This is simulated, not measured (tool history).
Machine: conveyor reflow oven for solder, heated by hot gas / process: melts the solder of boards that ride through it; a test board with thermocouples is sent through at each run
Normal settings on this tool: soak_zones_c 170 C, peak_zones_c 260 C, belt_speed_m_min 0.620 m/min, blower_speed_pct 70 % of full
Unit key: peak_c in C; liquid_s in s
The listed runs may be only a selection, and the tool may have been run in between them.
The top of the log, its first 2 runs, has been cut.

| run | hour | soak_zones_c | peak_zones_c | belt_speed_m_min | blower_speed_pct | peak_c | liquid_s |
|---|---|---|---|---|---|---|---|
| 3 | 47.1 | 170 | 260 | 0.620 | 64 | 246.52 | 39.90 |
| 4 | 70.4 | 170 | 260 | 0.620 | 64 | 246.32 | 39.85 |
| 5 | 92.0 | 170 | 260 | 0.620 | 64 | 246.44 | 39.70 |
|  | 100.4 | flux residue cleaned out of gas plates and filters |
| 6 | 112.1 | 170 | 260 | 0.620 | 70 | 248.80 | 41.98 |
| 7 | 131.3 | 170 | 260 | 0.620 | 70 | 248.85 | 42.12 |
| 8 | 150.1 | 170 | 260 | 0.620 | 70 | 248.81 | 41.85 |
| 9 | 173.6 | 173 | 260 | 0.620 | 70 | 249.15 | 43.00 |
| 10 | 184.8 | 173 | 260 | 0.620 | 70 | 249.17 | 42.90 |
| 11 | 205.9 | 173 | 260 | 0.620 | 70 | 249.06 | 42.81 |
| 12 | 227.2 | 173 | 260 | 0.620 | 64 | 247.69 | 41.77 |
| 13 | 242.0 | 173 | 260 | 0.620 | 64 | 247.78 | 41.63 |
| 14 | 258.8 | 173 | 260 | 0.620 | 64 | 247.62 | 41.69 |
| 15 | 273.1 | 173 | 260 | 0.620 | 64 | 247.72 | 41.65 |
| 16 | 284.3 | 173 | 260 | 0.620 | 64 | 247.77 | 41.71 |
| 17 | 302.2 | 170 | 266 | 0.620 | 70 | 254.01 | 44.58 |
| 18 | 326.8 | 165 | 254 | 0.620 | 70 | 242.18 | 36.41 |
| 19 | 343.9 | 165 | 254 | 0.620 | 88 | 245.31 | 39.84 |
| 20 | 354.9 | 170 | 258 | 0.601 | 64 | 246.18 | 41.36 |
| 21 | 369.1 | 170 | 250 | 0.620 | 70 | 239.34 | 35.58 |

Estimate the outcome of run 22 from the log above:
| 22 | 393.3 | 170 | 260 | 0.528 | 70 | ? | ? |

Run 22 gave peak_c 252.21 C, liquid_s 52.71 s.
Had the tool carried no hidden state, the very same run would have given peak_c 251.97 C, liquid_s 52.14 s.

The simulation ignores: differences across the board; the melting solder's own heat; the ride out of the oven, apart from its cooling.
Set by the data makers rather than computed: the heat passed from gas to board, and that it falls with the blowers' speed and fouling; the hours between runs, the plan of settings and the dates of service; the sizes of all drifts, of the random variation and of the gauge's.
